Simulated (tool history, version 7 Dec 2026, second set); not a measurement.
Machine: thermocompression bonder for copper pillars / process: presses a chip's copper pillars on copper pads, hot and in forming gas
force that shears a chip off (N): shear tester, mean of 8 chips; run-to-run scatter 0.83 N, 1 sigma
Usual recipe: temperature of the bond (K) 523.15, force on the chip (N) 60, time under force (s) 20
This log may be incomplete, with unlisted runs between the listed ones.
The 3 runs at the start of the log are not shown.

run	hour	temperature of the bond (K)	force on the chip (N)	time under force (s)	hours of work since the heater was calibrated	hours of work since the force cell was calibrated	hours of work since the gas filter was changed	force that shears a chip off (N)
4	93.7	523.15	60	20	395	597	73	64.1
5	115	523.15	88	20	408	609	86	73.3
6	139	523.15	53	20	422	623	100	61.8
7	172.1	523.15	53	20	441	643	119	60
8	206	523.15	53	20	461	663	139	60.4
9	227.4	523.15	60	20	474	675	152	63
10	251.2	523.15	60	15	488	689	166	57.9
11	271.1	523.15	60	15	500	701	177	58.5
12	303.7	523.15	52	15	519	720	197	53.7
13	329.9	523.15	52	15	534	736	212	54.1
14	358.8	523.15	60	20	551	753	229	61.3
15	374.2	523.15	60	24	560	762	238	63.7
16	404.3	523.15	60	20	578	779	256	63
17	440.9	523.15	60	29	599	801	277	68.9
18	459.5	523.15	60	29	610	812	288	67.5
19	483.2	523.15	60	28	624	826	302	67.7

Run 20 is up next; what results do you expect?
# hour 503.4: forming gas filter changed
20	505.2	516.15	52	29	637	838	1	?

For run 20 the tool returned force that shears a chip off (N) 62.
Minus the tool's unlogged condition, the same run would have read force that shears a chip off (N) 64.5.
